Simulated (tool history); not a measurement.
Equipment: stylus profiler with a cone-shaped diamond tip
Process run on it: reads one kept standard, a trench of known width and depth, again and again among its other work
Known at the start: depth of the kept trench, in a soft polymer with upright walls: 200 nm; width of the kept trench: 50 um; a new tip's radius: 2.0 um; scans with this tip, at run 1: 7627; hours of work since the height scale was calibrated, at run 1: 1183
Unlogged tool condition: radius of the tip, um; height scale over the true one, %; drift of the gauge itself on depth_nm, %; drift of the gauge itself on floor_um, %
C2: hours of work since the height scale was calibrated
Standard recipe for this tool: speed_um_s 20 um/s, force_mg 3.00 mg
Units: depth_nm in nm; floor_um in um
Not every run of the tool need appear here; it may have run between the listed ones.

run 1 hour=0.0 | speed_um_s=20 force_mg=3.00 | scans_with_this_tip=7627 C2=1183 | depth_nm=201.68 floor_um=48.08
run 2 hour=35.4 | speed_um_s=20 force_mg=3.00 | scans_with_this_tip=7744 C2=1201 | depth_nm=201.66 floor_um=48.07
run 3 hour=85.0 | speed_um_s=43 force_mg=3.00 | scans_with_this_tip=7908 C2=1227 | depth_nm=201.72 floor_um=48.02
run 4 hour=115.7 | speed_um_s=43 force_mg=3.00 | scans_with_this_tip=8010 C2=1243 | depth_nm=201.67 floor_um=48.01
run 5 hour=156.1 | speed_um_s=10 force_mg=3.00 | scans_with_this_tip=8144 C2=1263 | depth_nm=201.71 floor_um=48.07
run 6 hour=184.0 | speed_um_s=10 force_mg=3.80 | scans_with_this_tip=8236 C2=1278 | depth_nm=202.07 floor_um=48.14
run 7 hour=226.9 | speed_um_s=10 force_mg=3.80 | scans_with_this_tip=8378 C2=1300 | depth_nm=202.13 floor_um=48.08
run 8 hour=277.4 | speed_um_s=10 force_mg=3.80 | scans_with_this_tip=8546 C2=1326 | depth_nm=202.12 floor_um=48.09
run 9 hour=338.8 | speed_um_s=56 force_mg=3.00 | scans_with_this_tip=8749 C2=1357 | depth_nm=201.70 floor_um=48.00
run 10 hour=374.0 | speed_um_s=56 force_mg=3.00 | scans_with_this_tip=8866 C2=1375 | depth_nm=201.74 floor_um=47.98
run 11 hour=416.5 | speed_um_s=56 force_mg=3.00 | scans_with_this_tip=9007 C2=1397 | depth_nm=201.63 floor_um=47.99
run 12 hour=473.8 | speed_um_s=72 force_mg=7.06 | scans_with_this_tip=9197 C2=1427 | depth_nm=203.48 floor_um=48.02
run 13 hour=507.6 | speed_um_s=10 force_mg=1.04 | scans_with_this_tip=9309 C2=1444 | depth_nm=200.43 floor_um=48.03
run 14 hour=572.4 | speed_um_s=16 force_mg=3.44 | scans_with_this_tip=9523 C2=1477 | depth_nm=201.82 floor_um=48.07
run 15 hour=630.1 | speed_um_s=36 force_mg=8.27 | scans_with_this_tip=9714 C2=1507 | depth_nm=203.83 floor_um=48.03
run 16 hour=671.9 | speed_um_s=57 force_mg=2.53 | scans_with_this_tip=9853 C2=1529 | depth_nm=201.34 floor_um=47.92
run 17 hour=727.7 | speed_um_s=57 force_mg=2.53 | scans_with_this_tip=10038 C2=1557 | depth_nm=201.28 floor_um=47.93
run 18 hour=781.3 | speed_um_s=20 force_mg=2.03 | scans_with_this_tip=10216 C2=1585 | depth_nm=201.00 floor_um=48.02
run 19 hour=828.4 | speed_um_s=20 force_mg=1.72 | scans_with_this_tip=10372 C2=1609 | depth_nm=200.76 floor_um=48.02
run 20 hour=864.5 | speed_um_s=10 force_mg=2.07 | scans_with_this_tip=10491 C2=1628 | depth_nm=201.00 floor_um=48.06
run 21 hour=902.0 | speed_um_s=15 force_mg=3.54 | scans_with_this_tip=10615 C2=1647 | depth_nm=201.89 floor_um=48.04

Forecast each of these 5 alternatives for the next run:
run A hour=955.7 | speed_um_s=8 force_mg=6.60 | scans_with_this_tip=10793 C2=1675 | depth_nm=? floor_um=?
run B hour=955.7 | speed_um_s=23 force_mg=2.36 | scans_with_this_tip=10793 C2=1675 | depth_nm=? floor_um=?
run C hour=955.7 | speed_um_s=15 force_mg=4.36 | scans_with_this_tip=10793 C2=1675 | depth_nm=? floor_um=?
run D hour=955.7 | speed_um_s=15 force_mg=1.91 | scans_with_this_tip=10793 C2=1675 | depth_nm=? floor_um=?
run E hour=955.7 | speed_um_s=48 force_mg=3.42 | scans_with_this_tip=10793 C2=1675 | depth_nm=? floor_um=?

run=A depth_nm=203.12 floor_um=48.04
run=B depth_nm=201.20 floor_um=47.99
run=C depth_nm=202.16 floor_um=48.09
run=D depth_nm=200.96 floor_um=48.04
run=E depth_nm=201.72 floor_um=47.93
The same runs, with their run-to-run variation unchanged, on a tool lacking any hidden condition would have given:
run=A depth_nm=203.95 floor_um=48.22
run=B depth_nm=202.02 floor_um=48.18
run=C depth_nm=202.99 floor_um=48.27
run=D depth_nm=201.78 floor_um=48.22
run=E depth_nm=202.54 floor_um=48.11
